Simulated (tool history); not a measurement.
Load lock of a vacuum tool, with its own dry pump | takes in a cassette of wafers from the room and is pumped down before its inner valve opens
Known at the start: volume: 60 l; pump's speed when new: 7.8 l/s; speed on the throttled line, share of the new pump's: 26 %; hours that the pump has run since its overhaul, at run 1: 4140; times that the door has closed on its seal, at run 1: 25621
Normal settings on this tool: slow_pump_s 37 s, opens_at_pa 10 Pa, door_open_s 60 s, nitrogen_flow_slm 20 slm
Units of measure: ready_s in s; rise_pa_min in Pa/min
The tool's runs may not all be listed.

| run | hour | slow_pump_s | opens_at_pa | door_open_s | nitrogen_flow_slm | hours that the pump has run since its overhaul | times that the door has closed on its seal | incoming humidity of the room's air, % | ready_s | rise_pa_min |
|---|---|---|---|---|---|---|---|---|---|---|
| 1 | 0 | 37 | 10 | 60 | 20 | 4140 | 25621 | 47.2 | 100.2 | 0.067 |
| 2 | 422.2 | 37 | 10 | 60 | 20 | 4562 | 27303 | 47.6 | 100.3 | 0.076 |
| 3 | 689.8 | 37 | 10 | 60 | 20 | 4830 | 28368 | 47.1 | 100.6 | 0.071 |
| 4 | 1069.7 | 37 | 10 | 60 | 20 | 5210 | 29881 | 44.1 | 102 | 0.077 |
| 5 | 1433.8 | 37 | 10 | 60 | 20 | 5574 | 31331 | 44 | 102.5 | 0.077 |
| 6 | 1720.3 | 37 | 10 | 60 | 20 | 5860 | 32472 | 45.9 | 102.1 | 0.079 |
| 7 | 2037.8 | 37 | 10 | 60 | 20 | 6178 | 33736 | 41 | 101.4 | 0.078 |
| 8 | 2273.8 | 37 | 10 | 60 | 20 | 6414 | 34676 | 45.4 | 101.7 | 0.082 |
| 9 | 2680.4 | 37 | 10 | 60 | 20 | 6820 | 36295 | 43.5 | 102.5 | 0.09 |
| 10 | 3088.5 | 37 | 10 | 60 | 20 | 7228 | 37920 | 43.3 | 101.1 | 0.09 |
| 11 | 3437 | 37 | 10 | 60 | 20 | 7577 | 39308 | 46.7 | 102.7 | 0.097 |
| 12 | 3654.6 | 37 | 9 | 60 | 20 | 7795 | 40175 | 45.1 | 104 | 0.094 |
| 13 | 4030.1 | 37 | 19 | 60 | 20 | 8170 | 41670 | 47 | 97.1 | 0.101 |
| 14 | 4323.5 | 37 | 19 | 60 | 20 | 8464 | 42839 | 41.4 | 97.1 | 0.095 |
| 15 | 4744.6 | 37 | 19 | 60 | 20 | 8885 | 44515 | 46.7 | 98.2 | 0.114 |
| 16 | 5052.1 | 37 | 19 | 60 | 20 | 9192 | 45740 | 42.3 | 97.9 | 0.108 |
| 17 | 5372.6 | 37 | 19 | 60 | 20 | 9513 | 47016 | 44 | 97.8 | 0.116 |
| 18 | 5592.4 | 37 | 19 | 60 | 20 | 9732 | 47891 | 44.8 | 98.8 | 0.121 |
| 19 | 5805.2 | 37 | 18 | 211 | 8 | 9945 | 48739 | 46.5 | 98.8 | 0.154 |
| 20 | 6018.3 | 32 | 10 | 211 | 9 | 10158 | 49588 | 48.4 | 101.7 | 0.161 |
| 21 | 6404.1 | 42 | 11 | 63 | 36 | 10544 | 51124 | 45.7 | 107.7 | 0.127 |
| 22 | 6792.5 | 42 | 11 | 63 | 36 | 10932 | 52671 | 45.8 | 107.5 | 0.127 |
| 23 | 7209.8 | 49 | 11 | 94 | 15 | 11350 | 54332 | 44.7 | 113.8 | 0.147 |
| 24 | 7601 | 37 | 10 | 115 | 7 | 11741 | 55890 | 45.2 | 106.8 | 0.172 |
| 25 | 8026.6 | 55 | 9 | 30 | 20 | 12167 | 57585 | 46.9 | 120.1 | 0.143 |
| 26 | 8283.4 | 55 | 9 | 30 | 20 | 12423 | 58608 | 47.9 | 119.6 | 0.146 |
| 27 | 8534.2 | 36 | 9 | 61 | 20 | 12674 | 59607 | 45.9 | 105.6 | 0.157 |

What if the next run were any one of these 3? Each begins from the tool's condition after run 27:
| A | 8951 | 21 | 9 | 61 | 20 | 13091 | 61266 | 45.5 | ? | ? |
| B | 8951 | 36 | 8 | 85 | 35 | 13091 | 61266 | 45.8 | ? | ? |
| C | 8951 | 54 | 9 | 103 | 5 | 13091 | 61266 | 44.8 | ? | ? |

| run | ready_s | rise_pa_min |
|---|---|---|
| A | 96.7 | 0.165 |
| B | 109.2 | 0.16 |
| C | 119.6 | 0.19 |
What these runs would have given with no unlogged condition in the tool:
| run | ready_s | rise_pa_min |
|---|---|---|
| A | 88.2 | 0.026 |
| B | 100.9 | 0.02 |
| C | 112.1 | 0.048 |

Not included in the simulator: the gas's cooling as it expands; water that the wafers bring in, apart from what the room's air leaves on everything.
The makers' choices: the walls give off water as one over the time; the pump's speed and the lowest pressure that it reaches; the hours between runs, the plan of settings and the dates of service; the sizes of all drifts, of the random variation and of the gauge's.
